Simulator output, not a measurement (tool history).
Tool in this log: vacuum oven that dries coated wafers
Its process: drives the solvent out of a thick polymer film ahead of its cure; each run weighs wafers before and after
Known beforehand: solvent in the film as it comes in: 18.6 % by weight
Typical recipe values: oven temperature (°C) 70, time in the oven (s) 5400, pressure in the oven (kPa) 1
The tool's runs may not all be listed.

run,hour,oven temperature (°C),time in the oven (s),pressure in the oven (kPa),solvent left in the film (%)
1,0,70,5400,1,4.37
2,15.7,70,5400,1,4.38
3,27.3,70,5400,1,4.35
4,37.9,70,5400,1,4.36
5,52.4,70,5400,2.73,5.64
6,71.3,70,5400,1,4.37
7,82.8,70,5400,0.61,4.06
8,95.6,70,5400,0.61,4.06
9,113.4,70,5400,0.61,4.05
10,128.5,70,5400,0.61,4.06
11,136.2,70,5580,1,4.17
12,144.6,70,5400,2.5,5.45
13,162.7,70,5400,2.5,5.47
14,176,70,5400,2.5,5.45
15,186.9,70,5400,2.5,5.45
16,205.6,70,5400,1,4.33
17,220.6,70,5400,1,4.32
18,235.2,62,5400,1,8.08
19,243.1,62,5400,1,8.07
20,258.8,62,5400,1,8.06
21,268.7,62,5400,1,8.07
22,278.6,62,5400,1,8.06
23,294.7,63,5640,1,7.39
# hour 303: oven's thermocouples calibrated
24,314.7,63,5640,1,7.65
25,325.2,56,9480,1.32,8.81
26,336.7,56,9480,1.32,8.8
27,344.9,85,9720,0.52,0.27
28,358.9,81,6240,0.85,0.83
29,374.4,81,6240,0.85,0.85
30,391.2,81,6240,0.85,0.84
31,409.1,83,6240,2.75,1.68
32,416.7,83,6240,2.75,1.68
33,425.6,77,2880,0.89,4.54
34,443.9,75,2880,0.89,5.43
35,461.7,64,2880,1.05,10.34
36,469.7,64,2880,1.05,10.31
37,478.6,62,5400,0.82,8.17
38,491.4,56,4440,1.14,11.68
39,504.9,56,4440,1.14,11.67
40,515.2,56,4440,1.2,11.74
41,524.7,56,4440,1.2,11.72
42,542.1,56,4440,1.2,11.73
43,557.7,55,4920,1,11.55
44,575.8,61,3120,0.58,10.85

Each row is a separate what-if for the run after 44, all from the same tool condition, not one after another. Results?
A,591.1,61,7380,2.4,?
B,591.1,66,5400,1,?
C,591.1,83,5580,3.6,?
D,591.1,70,9300,0.78,?
E,591.1,70,5400,2.84,?

run,solvent left in the film (%)
A,8.49
B,6.36
C,2.22
D,2.07
E,5.87
Take away the tool's hidden state, keep each run's random variation, and the runs would have read:
run,solvent left in the film (%)
A,8.53
B,6.4
C,2.21
D,2.07
E,5.91
